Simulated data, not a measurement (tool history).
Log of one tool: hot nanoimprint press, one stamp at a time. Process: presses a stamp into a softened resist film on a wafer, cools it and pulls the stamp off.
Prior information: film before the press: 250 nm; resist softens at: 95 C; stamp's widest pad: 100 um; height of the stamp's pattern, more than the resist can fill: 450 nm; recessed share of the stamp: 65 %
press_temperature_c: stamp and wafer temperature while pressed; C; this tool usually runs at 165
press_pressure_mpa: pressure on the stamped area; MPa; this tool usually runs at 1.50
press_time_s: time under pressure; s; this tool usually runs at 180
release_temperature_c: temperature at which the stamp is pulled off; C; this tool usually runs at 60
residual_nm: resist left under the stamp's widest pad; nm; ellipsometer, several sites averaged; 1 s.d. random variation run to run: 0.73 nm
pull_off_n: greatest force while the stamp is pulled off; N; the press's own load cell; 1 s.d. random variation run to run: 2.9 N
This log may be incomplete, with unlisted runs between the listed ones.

| run | day | press_temperature_c | press_pressure_mpa | press_time_s | release_temperature_c | residual_nm | pull_off_n |
|---|---|---|---|---|---|---|---|
| 1 | 0.000 | 165 | 1.50 | 180 | 60 | 101.3 | 218 |
|  | 0.354 | plate thermocouple calibrated |
| 2 | 1.446 | 165 | 1.50 | 180 | 60 | 89.2 | 223 |
|  | 1.933 | stamp cleaned and given a new release coat |
| 3 | 4.279 | 165 | 1.50 | 180 | 60 | 89.6 | 144 |
| 4 | 5.800 | 163 | 1.50 | 180 | 60 | 97.8 | 158 |
| 5 | 7.492 | 165 | 1.50 | 140 | 60 | 96.8 | 161 |
| 6 | 9.904 | 165 | 1.50 | 140 | 60 | 99.2 | 177 |
| 7 | 12.450 | 165 | 1.50 | 140 | 60 | 99.4 | 175 |
| 8 | 13.829 | 165 | 1.50 | 270 | 60 | 79.3 | 186 |
| 9 | 16.458 | 165 | 1.50 | 124 | 60 | 104.7 | 206 |
| 10 | 18.683 | 165 | 1.50 | 328 | 60 | 74.1 | 215 |
|  | 20.446 | stamp cleaned and given a new release coat |
| 11 | 21.321 | 165 | 1.50 | 328 | 60 | 74.4 | 144 |
| 12 | 22.821 | 165 | 1.50 | 328 | 60 | 75.2 | 151 |
| 13 | 24.179 | 165 | 1.50 | 180 | 60 | 94.6 | 157 |
| 14 | 25.688 | 165 | 1.50 | 180 | 60 | 95.1 | 159 |
| 15 | 28.150 | 165 | 2.32 | 180 | 60 | 75.2 | 171 |
| 16 | 29.733 | 154 | 2.32 | 110 | 60 | 146.3 | 181 |
| 17 | 32.371 | 154 | 2.15 | 151 | 60 | 141.2 | 191 |
| 18 | 33.600 | 154 | 2.15 | 151 | 60 | 138.1 | 198 |
| 19 | 34.788 | 174 | 1.08 | 151 | 64 | 83.9 | 192 |
| 20 | 37.358 | 167 | 1.50 | 180 | 62 | 91.2 | 209 |
|  | 38.992 | stamp cleaned and given a new release coat |
| 21 | 38.992 | 176 | 0.94 | 180 | 48 | 80.8 | 172 |
| 22 | 41.383 | 165 | 1.50 | 324 | 67 | 79.8 | 133 |
| 23 | 42.562 | 165 | 1.30 | 191 | 60 | 104.7 | 163 |
| 24 | 44.750 | 165 | 1.30 | 191 | 60 | 104.8 | 170 |
| 25 | 46.125 | 170 | 0.99 | 191 | 60 | 99.8 | 181 |
| 26 | 48.433 | 165 | 1.13 | 122 | 60 | 132.6 | 194 |
|  | 48.925 | press's hydraulic seals changed and the load cell set to zero |
| 27 | 49.883 | 165 | 1.13 | 122 | 60 | 130.6 | 192 |
| 28 | 52.300 | 165 | 1.50 | 180 | 62 | 97.9 | 195 |

Predict each of these 4 candidate next runs independently; none follows another, all start after run 28:
|  | 52.950 | plate thermocouple calibrated |
| A | 53.996 | 165 | 1.50 | 208 | 60 | ? | ? |
|  | 52.950 | plate thermocouple calibrated |
| B | 53.996 | 168 | 1.50 | 180 | 62 | ? | ? |
|  | 52.950 | plate thermocouple calibrated |
| C | 53.996 | 157 | 2.01 | 241 | 62 | ? | ? |
|  | 52.950 | plate thermocouple calibrated |
| D | 53.996 | 165 | 1.91 | 180 | 62 | ? | ? |

| run | residual_nm | pull_off_n |
|---|---|---|
| A | 83.3 | 202 |
| B | 76.8 | 192 |
| C | 97.8 | 187 |
| D | 76.4 | 192 |
With no hidden state in the tool, these same runs would have given:
| run | residual_nm | pull_off_n |
|---|---|---|
| A | 83.0 | 138 |
| B | 76.5 | 131 |
| C | 97.3 | 129 |
| D | 76.0 | 131 |
